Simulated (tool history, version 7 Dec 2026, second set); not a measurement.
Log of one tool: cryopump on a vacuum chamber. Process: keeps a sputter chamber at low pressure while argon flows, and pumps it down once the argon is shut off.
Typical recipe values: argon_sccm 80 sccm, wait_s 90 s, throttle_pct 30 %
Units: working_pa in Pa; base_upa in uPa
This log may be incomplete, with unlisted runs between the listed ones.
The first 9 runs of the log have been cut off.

run	hour	argon_sccm	wait_s	throttle_pct	hours of work since the pump was warmed up and emptied	hours of work since the cold head was overhauled	hours of work since the chamber's fittings were tightened	working_pa	base_upa
10	121.1	60	90	30	298	298	672	0.3713	1.11
11	135.0	80	90	30	307	307	681	0.4953	1.06
12	144.9	58	90	30	314	314	688	0.3598	1.15
13	153.0	80	90	30	320	320	694	0.4955	1.13
14	160.6	80	90	57	325	325	699	0.2694	1.13
15	168.6	80	90	57	331	331	705	0.2708	1.10
16	181.5	58	90	57	339	339	713	0.1976	1.14
17	196.7	58	90	57	350	350	724	0.1993	1.11
18	212.9	58	90	57	361	361	735	0.1975	1.16
19	223.6	80	65	30	368	368	742	0.5003	1.33
20	231.9	87	65	30	374	374	748	0.5398	1.29
21	239.5	47	64	15	379	379	753	0.5774	1.34
22	256.8	63	151	17	391	391	765	0.6824	0.96
23	272.2	63	151	17	402	402	776	0.6829	0.98
24	289.4	139	235	17	413	413	788	1.5037	0.88
25	298.9	80	99	22	420	420	794	0.6766	1.09
26	311.8	80	113	18	429	429	803	0.8162	1.09
27	321.1	80	90	22	435	435	809	0.6826	1.15
28	336.2	69	46	46	446	446	820	0.2922	1.66
29	350.6	69	46	46	456	456	830	0.2941	1.70
30	366.3	53	90	30	466	466	840	0.3366	1.15
31	377.7	137	42	23	474	474	848	1.1249	1.76
32	386.3	32	45	28	480	480	854	0.2155	1.71
33	403.3	32	45	28	492	492	866	0.2169	1.71
# hour 413.2: pump warmed up, emptied and cooled again
34	422.5	151	213	28	6	501	875	0.9737	0.79

Branching from run 34: 4 alternative next runs. What would each branch give?
A	440.5	111	213	28	19	514	888	?	?
B	440.5	48	32	27	19	514	888	?	?
C	440.5	80	28	30	19	514	888	?	?
D	440.5	80	56	53	19	514	888	?	?

run	working_pa	base_upa
A	0.7116	0.85
B	0.3191	2.00
C	0.4766	2.21
D	0.2719	1.42
Without the tool's hidden state the same runs would have given:
run	working_pa	base_upa
A	0.7088	0.56
B	0.3179	1.71
C	0.4746	1.92
D	0.2699	1.13
